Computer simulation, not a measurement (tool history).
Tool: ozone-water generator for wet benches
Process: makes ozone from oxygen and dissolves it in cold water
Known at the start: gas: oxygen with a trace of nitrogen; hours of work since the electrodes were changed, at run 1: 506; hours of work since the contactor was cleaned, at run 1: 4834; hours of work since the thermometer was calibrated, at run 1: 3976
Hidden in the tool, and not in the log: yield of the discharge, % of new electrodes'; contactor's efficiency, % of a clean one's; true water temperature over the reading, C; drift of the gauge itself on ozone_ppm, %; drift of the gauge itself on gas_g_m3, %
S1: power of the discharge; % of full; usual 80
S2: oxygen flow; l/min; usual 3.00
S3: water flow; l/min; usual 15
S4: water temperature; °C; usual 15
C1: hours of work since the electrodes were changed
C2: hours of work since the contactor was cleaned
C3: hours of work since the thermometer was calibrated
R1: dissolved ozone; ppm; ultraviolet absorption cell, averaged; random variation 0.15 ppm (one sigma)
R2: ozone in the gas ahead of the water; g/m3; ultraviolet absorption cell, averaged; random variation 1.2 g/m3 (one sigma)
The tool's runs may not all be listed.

Run 1, day 0.000: usual settings; C1 506; C2 4834; C3 3976. Result: R1 17.7 ppm, R2 213.3 g/m3.
Run 2, day 0.725: usual settings; C1 522; C2 4850; C3 3992. Result: R1 18.0 ppm, R2 209.8 g/m3.
Run 3, day 1.317: usual settings; C1 535; C2 4863; C3 4005. Result: R1 17.9 ppm, R2 214.1 g/m3.
Run 4, day 2.129: usual settings; C1 553; C2 4881; C3 4023. Result: R1 17.7 ppm, R2 211.9 g/m3.
Run 5, day 2.800: usual settings; C1 568; C2 4895; C3 4038. Result: R1 17.9 ppm, R2 213.5 g/m3.
Run 6, day 3.767: usual settings; C1 589; C2 4917; C3 4059. Result: R1 17.6 ppm, R2 212.6 g/m3.
Run 7, day 4.404: usual settings; C1 603; C2 4931; C3 4073. Result: R1 17.8 ppm, R2 213.3 g/m3.
Run 8, day 5.650: usual settings; C1 631; C2 4958; C3 4101. Result: R1 17.8 ppm, R2 212.1 g/m3.
Run 9, day 6.262: usual settings but S1 48 % of full; C1 644; C2 4972; C3 4114. Result: R1 11.1 ppm, R2 131.4 g/m3.
Run 10, day 7.342: usual settings but S1 48 % of full, S2 2.93 l/min; C1 668; C2 4996; C3 4138. Result: R1 11.0 ppm, R2 133.1 g/m3.
Run 11, day 8.283: usual settings but S1 48 % of full, S2 2.93 l/min; C1 689; C2 5016; C3 4159. Result: R1 10.9 ppm, R2 134.2 g/m3.

Forecast run 12:
Run 12, day 8.912: usual settings but S1 75 % of full, S2 4.94 l/min, S3 12 l/min, S4 18 °C; C1 703; C2 5030; C3 4173. Result: R1 ?, R2 ?.

{"run 12": {"R1": 20.8, "R2": 165.2}}
Without the tool's hidden state the same run would have given R1 20.9 ppm, R2 165.2 g/m3.

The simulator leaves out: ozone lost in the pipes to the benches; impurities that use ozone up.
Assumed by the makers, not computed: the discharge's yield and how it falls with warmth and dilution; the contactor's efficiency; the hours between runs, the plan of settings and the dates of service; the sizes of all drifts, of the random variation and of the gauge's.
